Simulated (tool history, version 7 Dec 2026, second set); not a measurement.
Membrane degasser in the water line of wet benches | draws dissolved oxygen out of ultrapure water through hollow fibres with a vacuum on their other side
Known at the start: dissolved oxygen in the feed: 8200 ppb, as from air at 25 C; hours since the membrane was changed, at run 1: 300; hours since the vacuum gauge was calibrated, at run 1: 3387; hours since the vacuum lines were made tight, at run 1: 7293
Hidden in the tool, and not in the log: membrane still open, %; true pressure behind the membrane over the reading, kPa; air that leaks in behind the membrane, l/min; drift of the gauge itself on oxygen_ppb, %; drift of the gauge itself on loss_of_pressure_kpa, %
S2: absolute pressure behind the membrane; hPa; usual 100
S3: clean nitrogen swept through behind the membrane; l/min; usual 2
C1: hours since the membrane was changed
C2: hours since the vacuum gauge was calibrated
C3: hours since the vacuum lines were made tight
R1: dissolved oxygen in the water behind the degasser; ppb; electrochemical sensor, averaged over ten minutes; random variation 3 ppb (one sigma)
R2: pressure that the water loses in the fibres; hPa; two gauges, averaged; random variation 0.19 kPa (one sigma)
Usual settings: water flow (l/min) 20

run 1 hour=0 | water_flow_(l/min)=20 S2=100 S3=2 | C1=300 C2=3387 C3=7293 | R1=307.1 R2=379.4
run 2 hour=26.8 | water_flow_(l/min)=20 S2=100 S3=2 | C1=327 C2=3414 C3=7320 | R1=305.8 R2=381
run 3 hour=60.8 | water_flow_(l/min)=20 S2=100 S3=4.91 | C1=361 C2=3448 C3=7354 | R1=218.6 R2=377.7
run 4 hour=86.5 | water_flow_(l/min)=20 S2=100 S3=4.91 | C1=386 C2=3474 C3=7380 | R1=218.4 R2=381.9
run 5 hour=113.9 | water_flow_(l/min)=20 S2=100 S3=4.91 | C1=414 C2=3501 C3=7407 | R1=217 R2=381.9
run 6 hour=149.4 | water_flow_(l/min)=20 S2=100 S3=4.91 | C1=449 C2=3536 C3=7443 | R1=219.3 R2=381.4
run 7 hour=178.3 | water_flow_(l/min)=20 S2=100 S3=2 | C1=478 C2=3565 C3=7472 | R1=305.1 R2=383.2
run 8 hour=212.9 | water_flow_(l/min)=20 S2=100 S3=2 | C1=513 C2=3600 C3=7506 | R1=314.2 R2=380.8
run 9 hour=252.9 | water_flow_(l/min)=20 S2=100 S3=2 | C1=553 C2=3640 C3=7546 | R1=308.8 R2=381
run 10 hour=302.3 | water_flow_(l/min)=20 S2=100 S3=2 | C1=602 C2=3689 C3=7596 | R1=307.4 R2=380.4
run 11 hour=327.6 | water_flow_(l/min)=20 S2=100 S3=2 | C1=628 C2=3715 C3=7621 | R1=304.7 R2=380.8
run 12 hour=375.1 | water_flow_(l/min)=20 S2=74 S3=2 | C1=675 C2=3762 C3=7668 | R1=252.9 R2=380.6
run 13 hour=413.9 | water_flow_(l/min)=20 S2=74 S3=2 | C1=714 C2=3801 C3=7707 | R1=246.4 R2=378.1
run 14 hour=436.3 | water_flow_(l/min)=20 S2=74 S3=2 | C1=736 C2=3823 C3=7730 | R1=248.8 R2=379.3
run 15 hour=473.8 | water_flow_(l/min)=20 S2=74 S3=3.95 | C1=774 C2=3861 C3=7767 | R1=205.3 R2=380.4
run 16 hour=506.8 | water_flow_(l/min)=20 S2=74 S3=3.95 | C1=807 C2=3894 C3=7800 | R1=201.1 R2=382.1
run 17 hour=556.3 | water_flow_(l/min)=20 S2=74 S3=3.95 | C1=856 C2=3943 C3=7850 | R1=201.5 R2=383.4
run 18 hour=585.4 | water_flow_(l/min)=20 S2=74 S3=3.95 | C1=885 C2=3972 C3=7879 | R1=202.7 R2=384.1
run 19 hour=620.3 | water_flow_(l/min)=18 S2=100 S3=1.78 | C1=920 C2=4007 C3=7914 | R1=281.6 R2=344.3
run 20 hour=667 | water_flow_(l/min)=18 S2=100 S3=1.78 | C1=967 C2=4054 C3=7960 | R1=278 R2=343
run 21 hour=689.9 | water_flow_(l/min)=13 S2=159 S3=1.78 | C1=990 C2=4077 C3=7983 | R1=276 R2=247.3
run 22 hour=718.5 | water_flow_(l/min)=13 S2=222 S3=4.24 | C1=1018 C2=4106 C3=8012 | R1=201.8 R2=244
run 23 hour=753.7 | water_flow_(l/min)=27 S2=64 S3=1.74 | C1=1054 C2=4141 C3=8047 | R1=382.8 R2=518
run 24 hour=791.2 | water_flow_(l/min)=27 S2=119 S3=1.65 | C1=1091 C2=4178 C3=8085 | R1=578.8 R2=517.4
run 25 hour=813.8 | water_flow_(l/min)=27 S2=79 S3=1.79 | C1=1114 C2=4201 C3=8107 | R1=436.6 R2=520
run 26 hour=848.5 | water_flow_(l/min)=27 S2=79 S3=5.5 | C1=1148 C2=4236 C3=8142 | R1=327.8 R2=519.3
run 27 hour=898.4 | water_flow_(l/min)=27 S2=79 S3=5.5 | C1=1198 C2=4286 C3=8192 | R1=332.8 R2=512.1
run 28 hour=936.8 | water_flow_(l/min)=13 S2=231 S3=1.64 | C1=1237 C2=4324 C3=8230 | R1=431.2 R2=249
run 29 hour=963.2 | water_flow_(l/min)=13 S2=231 S3=1.64 | C1=1263 C2=4350 C3=8257 | R1=429.5 R2=247.8
run 30 hour=995.7 | water_flow_(l/min)=13 S2=231 S3=1.64 | C1=1296 C2=4383 C3=8289 | R1=424.1 R2=251.2
run 31 hour=1016.8 | water_flow_(l/min)=28 S2=100 S3=2 | C1=1317 C2=4404 C3=8310 | R1=500.6 R2=533.9

Forecast each of these 3 alternatives for the next run:
run A hour=1056.5 | water_flow_(l/min)=20 S2=196 S3=2 | C1=1356 C2=4444 C3=8350 | R1=? R2=?
run B hour=1056.5 | water_flow_(l/min)=13 S2=100 S3=4.27 | C1=1356 C2=4444 C3=8350 | R1=? R2=?
run C hour=1056.5 | water_flow_(l/min)=23 S2=71 S3=1.03 | C1=1356 C2=4444 C3=8350 | R1=? R2=?

run=A R1=518.6 R2=383.2
run=B R1=108.9 R2=248.8
run=C R1=392.8 R2=441.6
Without the tool's hidden state the same runs would have given:
run=A R1=504 R2=379.8
run=B R1=103.7 R2=246.6
run=C R1=380.2 R2=437.8
